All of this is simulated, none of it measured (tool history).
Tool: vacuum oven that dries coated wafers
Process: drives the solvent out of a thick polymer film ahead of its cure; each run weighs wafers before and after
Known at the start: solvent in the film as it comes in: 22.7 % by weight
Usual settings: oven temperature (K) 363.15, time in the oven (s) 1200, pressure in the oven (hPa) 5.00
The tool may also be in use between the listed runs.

| run | hour | oven temperature (K) | time in the oven (s) | pressure in the oven (hPa) | solvent left in the film (%) |
|---|---|---|---|---|---|
| 1 | 0.0 | 363.15 | 1200 | 5.00 | 1.18 |
| 2 | 25.3 | 363.15 | 1200 | 5.00 | 1.21 |
| 3 | 44.5 | 363.15 | 1200 | 5.00 | 1.12 |
| 4 | 59.9 | 363.15 | 1200 | 2.93 | 1.08 |
| 5 | 75.0 | 363.15 | 1200 | 5.00 | 1.13 |
| 6 | 97.8 | 363.15 | 1200 | 5.00 | 1.19 |
| 7 | 115.4 | 363.15 | 660 | 5.00 | 3.64 |
| 8 | 126.8 | 363.15 | 660 | 5.00 | 3.61 |
| 9 | 147.1 | 363.15 | 660 | 5.00 | 3.76 |
| 10 | 168.2 | 373.15 | 1320 | 6.23 | 0.41 |
| 11 | 184.4 | 363.15 | 600 | 4.83 | 4.20 |
| 12 | 203.2 | 360.15 | 600 | 3.37 | 5.34 |

Run 13 comes next. What will it give?
| 13 | 220.4 | 359.15 | 1440 | 12.23 | ? |

Run 13 gave solvent left in the film (%) 1.98.
Without the tool's hidden state the same run would have given solvent left in the film (%) 1.67.

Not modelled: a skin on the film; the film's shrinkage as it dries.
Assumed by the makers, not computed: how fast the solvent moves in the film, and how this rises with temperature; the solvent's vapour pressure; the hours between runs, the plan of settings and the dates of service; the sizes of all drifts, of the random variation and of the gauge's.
